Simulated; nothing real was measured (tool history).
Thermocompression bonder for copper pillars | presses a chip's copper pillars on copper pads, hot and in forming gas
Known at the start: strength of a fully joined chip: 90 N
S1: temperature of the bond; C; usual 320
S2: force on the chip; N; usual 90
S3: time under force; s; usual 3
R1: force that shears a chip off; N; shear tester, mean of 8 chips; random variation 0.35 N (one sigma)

run,hour,S1,S2,S3,R1
1,0.0,320,90,3,44.4
2,66.9,320,90,3,43.9
3,138.8,320,90,3,44.5
4,190.7,320,90,9,62.0
5,282.1,320,90,9,61.1
6,328.8,318,126,2,52.0
7,389.7,318,126,2,51.9
8,441.6,318,126,2,52.2
# hour 460.9: forming gas filter changed
9,484.8,330,95,3,50.6
10,533.0,330,95,3,50.2

5 ways to go on from here, each from the tool as it stands after run 10. What would each give?
A,608.1,348,98,3,?
B,608.1,332,90,9,?
C,608.1,345,82,6,?
D,608.1,330,62,2,?
E,608.1,320,109,3,?

run,R1
A,58.3
B,66.2
C,59.6
D,27.5
E,52.9
Without the tool's hidden state the same runs would have given:
run,R1
A,58.2
B,66.1
C,59.5
D,27.4
E,52.8
